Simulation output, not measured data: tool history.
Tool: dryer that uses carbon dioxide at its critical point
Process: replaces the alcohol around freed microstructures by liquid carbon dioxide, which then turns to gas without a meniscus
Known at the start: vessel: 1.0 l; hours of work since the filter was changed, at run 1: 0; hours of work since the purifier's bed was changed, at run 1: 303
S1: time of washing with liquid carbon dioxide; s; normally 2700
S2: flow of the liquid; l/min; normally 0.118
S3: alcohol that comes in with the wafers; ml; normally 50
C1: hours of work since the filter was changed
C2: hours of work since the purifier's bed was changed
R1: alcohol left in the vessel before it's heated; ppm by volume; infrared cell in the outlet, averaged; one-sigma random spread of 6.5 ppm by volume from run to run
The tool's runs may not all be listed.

Run 1, day 0: usual settings; C1 0; C2 303. Result: R1 393 ppm by volume.
Run 2, day 1.662: usual settings; C1 12; C2 316. Result: R1 390 ppm by volume.
Run 3, day 3.121: usual settings; C1 23; C2 326. Result: R1 403 ppm by volume.
Run 4, day 4.175: usual settings but S1 3960 s; C1 31; C2 334. Result: R1 134 ppm by volume.
Run 5, day 5.696: usual settings but S1 3960 s; C1 42; C2 345. Result: R1 138 ppm by volume.
Run 6, day 6.904: usual settings but S1 2100 s; C1 51; C2 354. Result: R1 1053 ppm by volume.
Run 7, day 8.058: usual settings but S1 2100 s; C1 60; C2 363. Result: R1 1017 ppm by volume.
Run 8, day 9.321: usual settings but S1 2100 s; C1 69; C2 372. Result: R1 1068 ppm by volume.
Run 9, day 10.2: usual settings but S1 2100 s; C1 75; C2 379. Result: R1 1101 ppm by volume.
Run 10, day 11.779: usual settings but S2 0.184 l/min; C1 87; C2 390. Result: R1 158 ppm by volume.
Run 11, day 12.592: usual settings; C1 93; C2 396. Result: R1 439 ppm by volume.
Run 12, day 13.721: usual settings; C1 101; C2 405. Result: R1 460 ppm by volume.
Run 13, day 15.179: usual settings; C1 112; C2 415. Result: R1 466 ppm by volume.
Run 14, day 16.767: usual settings; C1 124; C2 427. Result: R1 467 ppm by volume.
Run 15, day 17.471: usual settings; C1 129; C2 432. Result: R1 459 ppm by volume.
Run 16, day 18.854: usual settings; C1 139; C2 443. Result: R1 472 ppm by volume.
Run 17, day 20.317: usual settings; C1 150; C2 453. Result: R1 462 ppm by volume.
Run 18, day 21.088: usual settings; C1 156; C2 459. Result: R1 499 ppm by volume.
Run 19, day 21.779: usual settings; C1 161; C2 464. Result: R1 482 ppm by volume.
Run 20, day 22.583: usual settings; C1 167; C2 470. Result: R1 492 ppm by volume.
Run 21, day 23.921: usual settings; C1 177; C2 480. Result: R1 494 ppm by volume.
Run 22, day 25.246: usual settings but S3 23 ml; C1 187; C2 490. Result: R1 317 ppm by volume.
Run 23, day 26.496: usual settings but S1 3300 s, S2 0.122 l/min, S3 43 ml; C1 196; C2 499. Result: R1 242 ppm by volume.
Run 24, day 27.775: usual settings but S1 3300 s, S2 0.122 l/min, S3 43 ml; C1 205; C2 509. Result: R1 251 ppm by volume.
Run 25, day 28.575: usual settings but S1 3060 s, S2 0.155 l/min, S3 38 ml; C1 211; C2 514. Result: R1 190 ppm by volume.
Run 26, day 29.662: usual settings but S1 3120 s, S2 0.19 l/min, S3 26 ml; C1 219; C2 523. Result: R1 173 ppm by volume.
Run 27, day 30.433: usual settings but S1 3120 s, S2 0.19 l/min, S3 26 ml; C1 225; C2 528. Result: R1 181 ppm by volume.
Run 28, day 31.283: usual settings but S1 3120 s, S2 0.124 l/min, S3 26 ml; C1 231; C2 535. Result: R1 239 ppm by volume.
Run 29, day 32.683: usual settings but S1 3120 s, S2 0.124 l/min, S3 26 ml; C1 242; C2 545. Result: R1 243 ppm by volume.
Run 30, day 33.658: usual settings but S1 1680 s, S2 0.08 l/min, S3 26 ml; C1 249; C2 552. Result: R1 3296 ppm by volume.
Run 31, day 34.796: usual settings but S2 0.107 l/min; C1 257; C2 560. Result: R1 756 ppm by volume.
Run 32, day 35.625: usual settings but S1 3180 s; C1 263; C2 567. Result: R1 319 ppm by volume.
Run 33, day 36.596: usual settings but S1 1920 s, S2 0.192 l/min, S3 60 ml; C1 270; C2 574. Result: R1 431 ppm by volume.
Run 34, day 37.483: usual settings but S2 0.1 l/min; C1 277; C2 580. Result: R1 956 ppm by volume.
Run 35, day 38.408: usual settings but S1 2340 s, S2 0.176 l/min, S3 37 ml; C1 284; C2 587. Result: R1 265 ppm by volume.
Run 36, day 40.017: usual settings but S1 2340 s, S2 0.176 l/min, S3 37 ml; C1 296; C2 599. Result: R1 259 ppm by volume.

What will run 37 give?
Run 37, day 40.996: usual settings but S1 1800 s, S2 0.176 l/min, S3 37 ml; C1 303; C2 606. Result: R1 ?.

R1: 512 ppm by volume
Had the tool carried no hidden state, the very same run would have given R1 236 ppm by volume.
